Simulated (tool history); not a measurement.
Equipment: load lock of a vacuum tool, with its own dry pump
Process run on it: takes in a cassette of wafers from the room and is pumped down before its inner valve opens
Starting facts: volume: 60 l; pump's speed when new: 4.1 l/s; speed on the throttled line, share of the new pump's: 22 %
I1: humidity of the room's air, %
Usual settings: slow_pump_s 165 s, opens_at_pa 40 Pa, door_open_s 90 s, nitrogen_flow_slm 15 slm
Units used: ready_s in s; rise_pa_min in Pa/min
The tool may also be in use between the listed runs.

run 1 hour=0 | slow_pump_s=165 opens_at_pa=40 door_open_s=90 nitrogen_flow_slm=15 | I1=43.3 | ready_s=251 rise_pa_min=0.04
run 2 hour=92.8 | slow_pump_s=165 opens_at_pa=40 door_open_s=90 nitrogen_flow_slm=15 | I1=45 | ready_s=251.8 rise_pa_min=0.042
run 3 hour=154.8 | slow_pump_s=165 opens_at_pa=40 door_open_s=90 nitrogen_flow_slm=10 | I1=41.3 | ready_s=252.2 rise_pa_min=0.043
run 4 hour=264 | slow_pump_s=165 opens_at_pa=40 door_open_s=90 nitrogen_flow_slm=10 | I1=44.4 | ready_s=252 rise_pa_min=0.047
run 5 hour=318 | slow_pump_s=165 opens_at_pa=55 door_open_s=90 nitrogen_flow_slm=15 | I1=46.6 | ready_s=245.2 rise_pa_min=0.044
run 6 hour=415.5 | slow_pump_s=165 opens_at_pa=55 door_open_s=90 nitrogen_flow_slm=15 | I1=46 | ready_s=249.2 rise_pa_min=0.044
run 7 hour=477.7 | slow_pump_s=165 opens_at_pa=55 door_open_s=90 nitrogen_flow_slm=15 | I1=40.9 | ready_s=248 rise_pa_min=0.044
run 8 hour=530.6 | slow_pump_s=165 opens_at_pa=55 door_open_s=90 nitrogen_flow_slm=15 | I1=42.9 | ready_s=247.9 rise_pa_min=0.039
run 9 hour=600.3 | slow_pump_s=165 opens_at_pa=55 door_open_s=90 nitrogen_flow_slm=15 | I1=44.6 | ready_s=248.4 rise_pa_min=0.044
run 10 hour=693.1 | slow_pump_s=165 opens_at_pa=55 door_open_s=90 nitrogen_flow_slm=15 | I1=45.5 | ready_s=247.6 rise_pa_min=0.045
run 11 hour=762.7 | slow_pump_s=165 opens_at_pa=69 door_open_s=90 nitrogen_flow_slm=15 | I1=43.9 | ready_s=245.5 rise_pa_min=0.04
run 12 hour=833.1 | slow_pump_s=165 opens_at_pa=40 door_open_s=225 nitrogen_flow_slm=15 | I1=44.1 | ready_s=252.8 rise_pa_min=0.072
run 13 hour=936 | slow_pump_s=143 opens_at_pa=40 door_open_s=225 nitrogen_flow_slm=15 | I1=46.7 | ready_s=235.3 rise_pa_min=0.081
run 14 hour=981.3 | slow_pump_s=165 opens_at_pa=33 door_open_s=90 nitrogen_flow_slm=15 | I1=42.7 | ready_s=256.9 rise_pa_min=0.045
run 15 hour=1079.3 | slow_pump_s=165 opens_at_pa=33 door_open_s=90 nitrogen_flow_slm=15 | I1=45.5 | ready_s=254.6 rise_pa_min=0.042
run 16 hour=1140.3 | slow_pump_s=165 opens_at_pa=33 door_open_s=90 nitrogen_flow_slm=15 | I1=43.7 | ready_s=256.5 rise_pa_min=0.045
run 17 hour=1185 | slow_pump_s=165 opens_at_pa=33 door_open_s=90 nitrogen_flow_slm=15 | I1=45.1 | ready_s=256.4 rise_pa_min=0.042
run 18 hour=1288.9 | slow_pump_s=165 opens_at_pa=40 door_open_s=90 nitrogen_flow_slm=15 | I1=43.1 | ready_s=252.4 rise_pa_min=0.043
run 19 hour=1337.2 | slow_pump_s=165 opens_at_pa=40 door_open_s=90 nitrogen_flow_slm=15 | I1=44.3 | ready_s=255.8 rise_pa_min=0.044
run 20 hour=1406.4 | slow_pump_s=219 opens_at_pa=40 door_open_s=49 nitrogen_flow_slm=15 | I1=41.5 | ready_s=296.1 rise_pa_min=0.033
run 21 hour=1462.9 | slow_pump_s=219 opens_at_pa=40 door_open_s=49 nitrogen_flow_slm=15 | I1=40 | ready_s=293.8 rise_pa_min=0.028
run 22 hour=1557.2 | slow_pump_s=219 opens_at_pa=40 door_open_s=49 nitrogen_flow_slm=15 | I1=46.6 | ready_s=294.8 rise_pa_min=0.035
run 23 hour=1622.5 | slow_pump_s=219 opens_at_pa=40 door_open_s=49 nitrogen_flow_slm=15 | I1=45.9 | ready_s=295.8 rise_pa_min=0.036
run 24 hour=1727.2 | slow_pump_s=165 opens_at_pa=33 door_open_s=115 nitrogen_flow_slm=4 | I1=43.3 | ready_s=256 rise_pa_min=0.069
run 25 hour=1812.4 | slow_pump_s=165 opens_at_pa=69 door_open_s=90 nitrogen_flow_slm=42 | I1=44.1 | ready_s=246.4 rise_pa_min=0.039
run 26 hour=1894.8 | slow_pump_s=147 opens_at_pa=41 door_open_s=83 nitrogen_flow_slm=5 | I1=43.6 | ready_s=241.9 rise_pa_min=0.056
run 27 hour=1966.3 | slow_pump_s=147 opens_at_pa=41 door_open_s=83 nitrogen_flow_slm=5 | I1=44.2 | ready_s=239.7 rise_pa_min=0.059
run 28 hour=2068.9 | slow_pump_s=147 opens_at_pa=41 door_open_s=83 nitrogen_flow_slm=5 | I1=44.9 | ready_s=243.2 rise_pa_min=0.055
run 29 hour=2163.1 | slow_pump_s=105 opens_at_pa=41 door_open_s=225 nitrogen_flow_slm=5 | I1=46.6 | ready_s=205.9 rise_pa_min=0.108
run 30 hour=2261.5 | slow_pump_s=105 opens_at_pa=41 door_open_s=225 nitrogen_flow_slm=24 | I1=42.5 | ready_s=208.1 rise_pa_min=0.063
run 31 hour=2355 | slow_pump_s=105 opens_at_pa=41 door_open_s=225 nitrogen_flow_slm=24 | I1=45.1 | ready_s=208.8 rise_pa_min=0.067
run 32 hour=2406.5 | slow_pump_s=105 opens_at_pa=29 door_open_s=52 nitrogen_flow_slm=4 | I1=41.5 | ready_s=216.3 rise_pa_min=0.048
run 33 hour=2465.2 | slow_pump_s=292 opens_at_pa=80 door_open_s=27 nitrogen_flow_slm=8 | I1=45.1 | ready_s=337.9 rise_pa_min=0.034
run 34 hour=2540.9 | slow_pump_s=112 opens_at_pa=48 door_open_s=27 nitrogen_flow_slm=8 | I1=46.1 | ready_s=211.3 rise_pa_min=0.033
run 35 hour=2595.3 | slow_pump_s=112 opens_at_pa=48 door_open_s=27 nitrogen_flow_slm=8 | I1=46 | ready_s=213 rise_pa_min=0.038
run 36 hour=2641.1 | slow_pump_s=112 opens_at_pa=48 door_open_s=27 nitrogen_flow_slm=8 | I1=45.7 | ready_s=209.6 rise_pa_min=0.027

Results for each run, recomputed without the tool's hidden state and with each run's random variation untouched:
The tool's hidden condition here consists of: pump's speed, % of a new pump's; leak at the door's seal, Pa l/s; drift of the gauge itself on ready_s, %; drift of the gauge itself on rise_pa_min, %.
run=1 ready_s=243.8 rise_pa_min=0.032
run=2 ready_s=244.5 rise_pa_min=0.033
run=3 ready_s=244.8 rise_pa_min=0.034
run=4 ready_s=244.4 rise_pa_min=0.038
run=5 ready_s=238.1 rise_pa_min=0.034
run=6 ready_s=241.9 rise_pa_min=0.034
run=7 ready_s=240.7 rise_pa_min=0.034
run=8 ready_s=240.6 rise_pa_min=0.029
run=9 ready_s=241 rise_pa_min=0.034
run=10 ready_s=240.1 rise_pa_min=0.034
run=11 ready_s=238.3 rise_pa_min=0.029
run=12 ready_s=244.7 rise_pa_min=0.061
run=13 ready_s=226.6 rise_pa_min=0.07
run=14 ready_s=248.3 rise_pa_min=0.033
run=15 ready_s=246 rise_pa_min=0.03
run=16 ready_s=247.7 rise_pa_min=0.032
run=17 ready_s=247.6 rise_pa_min=0.029
run=18 ready_s=243.8 rise_pa_min=0.03
run=19 ready_s=247.1 rise_pa_min=0.031
run=20 ready_s=288.7 rise_pa_min=0.02
run=21 ready_s=286.3 rise_pa_min=0.014
run=22 ready_s=287.3 rise_pa_min=0.021
run=23 ready_s=288.1 rise_pa_min=0.022
run=24 ready_s=246.6 rise_pa_min=0.055
run=25 ready_s=238.1 rise_pa_min=0.025
run=26 ready_s=232.2 rise_pa_min=0.04
run=27 ready_s=229.9 rise_pa_min=0.044
run=28 ready_s=233.2 rise_pa_min=0.04
run=29 ready_s=195 rise_pa_min=0.092
run=30 ready_s=196.9 rise_pa_min=0.047
run=31 ready_s=197.5 rise_pa_min=0.051
run=32 ready_s=204.2 rise_pa_min=0.03
run=33 ready_s=332.9 rise_pa_min=0.017
run=34 ready_s=200.3 rise_pa_min=0.015
run=35 ready_s=201.8 rise_pa_min=0.02
run=36 ready_s=198.5 rise_pa_min=0.009
